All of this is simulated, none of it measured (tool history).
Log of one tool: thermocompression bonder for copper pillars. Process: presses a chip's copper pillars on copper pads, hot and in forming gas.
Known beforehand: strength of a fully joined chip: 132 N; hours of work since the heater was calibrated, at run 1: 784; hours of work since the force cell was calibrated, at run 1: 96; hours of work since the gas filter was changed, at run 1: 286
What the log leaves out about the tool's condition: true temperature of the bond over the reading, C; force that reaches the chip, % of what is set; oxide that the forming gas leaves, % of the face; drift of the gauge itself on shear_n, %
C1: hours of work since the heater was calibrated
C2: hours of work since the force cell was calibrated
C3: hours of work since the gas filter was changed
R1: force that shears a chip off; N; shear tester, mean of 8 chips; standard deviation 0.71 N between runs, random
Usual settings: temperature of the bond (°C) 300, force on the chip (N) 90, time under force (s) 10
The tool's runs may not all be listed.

run 1 hour=0.0 | temperature_of_the_bond_(°C)=300 force_on_the_chip_(N)=90 time_under_force_(s)=10 | C1=784 C2=96 C3=286 | R1=79.5
run 2 hour=17.3 | temperature_of_the_bond_(°C)=300 force_on_the_chip_(N)=90 time_under_force_(s)=6 | C1=796 C2=108 C3=298 | R1=67.5
run 3 hour=38.5 | temperature_of_the_bond_(°C)=300 force_on_the_chip_(N)=90 time_under_force_(s)=6 | C1=811 C2=123 C3=313 | R1=67.8
run 4 hour=58.1 | temperature_of_the_bond_(°C)=300 force_on_the_chip_(N)=90 time_under_force_(s)=10 | C1=825 C2=137 C3=327 | R1=80.4
run 5 hour=71.7 | temperature_of_the_bond_(°C)=300 force_on_the_chip_(N)=90 time_under_force_(s)=10 | C1=835 C2=146 C3=337 | R1=79.6
run 6 hour=85.7 | temperature_of_the_bond_(°C)=300 force_on_the_chip_(N)=90 time_under_force_(s)=10 | C1=844 C2=156 C3=347 | R1=79.2
run 7 hour=98.7 | temperature_of_the_bond_(°C)=300 force_on_the_chip_(N)=90 time_under_force_(s)=10 | C1=854 C2=165 C3=356 | R1=80.6
run 8 hour=114.0 | temperature_of_the_bond_(°C)=300 force_on_the_chip_(N)=90 time_under_force_(s)=10 | C1=864 C2=176 C3=366 | R1=80.2
-- hour=119.4 forming gas filter changed
run 9 hour=126.6 | temperature_of_the_bond_(°C)=300 force_on_the_chip_(N)=106 time_under_force_(s)=18 | C1=873 C2=185 C3=5 | R1=103.3
run 10 hour=140.4 | temperature_of_the_bond_(°C)=300 force_on_the_chip_(N)=106 time_under_force_(s)=27 | C1=883 C2=194 C3=15 | R1=110.8
run 11 hour=158.1 | temperature_of_the_bond_(°C)=300 force_on_the_chip_(N)=106 time_under_force_(s)=27 | C1=895 C2=207 C3=27 | R1=110.5
run 12 hour=169.6 | temperature_of_the_bond_(°C)=300 force_on_the_chip_(N)=106 time_under_force_(s)=27 | C1=903 C2=215 C3=35 | R1=110.9
run 13 hour=182.7 | temperature_of_the_bond_(°C)=300 force_on_the_chip_(N)=106 time_under_force_(s)=27 | C1=913 C2=224 C3=45 | R1=110.2
run 14 hour=200.9 | temperature_of_the_bond_(°C)=321 force_on_the_chip_(N)=62 time_under_force_(s)=19 | C1=925 C2=237 C3=57 | R1=92.9
run 15 hour=212.8 | temperature_of_the_bond_(°C)=285 force_on_the_chip_(N)=76 time_under_force_(s)=7 | C1=934 C2=245 C3=66 | R1=55.6

Below are 4 alternative next runs, each starting from the tool's condition after run 15. Predict each:
run A hour=231.5 | temperature_of_the_bond_(°C)=290 force_on_the_chip_(N)=90 time_under_force_(s)=10 | C1=947 C2=258 C3=79 | R1=?
run B hour=231.5 | temperature_of_the_bond_(°C)=321 force_on_the_chip_(N)=76 time_under_force_(s)=7 | C1=947 C2=258 C3=79 | R1=?
run C hour=231.5 | temperature_of_the_bond_(°C)=299 force_on_the_chip_(N)=76 time_under_force_(s)=7 | C1=947 C2=258 C3=79 | R1=?
run D hour=231.5 | temperature_of_the_bond_(°C)=327 force_on_the_chip_(N)=90 time_under_force_(s)=6 | C1=947 C2=258 C3=79 | R1=?

run=A R1=73.4
run=B R1=79.5
run=C R1=64.3
run=D R1=88.1
With the hidden condition removed and each run's random variation left untouched, the same runs would have given:
run=A R1=77.8
run=B R1=83.5
run=C R1=68.4
run=D R1=92.1

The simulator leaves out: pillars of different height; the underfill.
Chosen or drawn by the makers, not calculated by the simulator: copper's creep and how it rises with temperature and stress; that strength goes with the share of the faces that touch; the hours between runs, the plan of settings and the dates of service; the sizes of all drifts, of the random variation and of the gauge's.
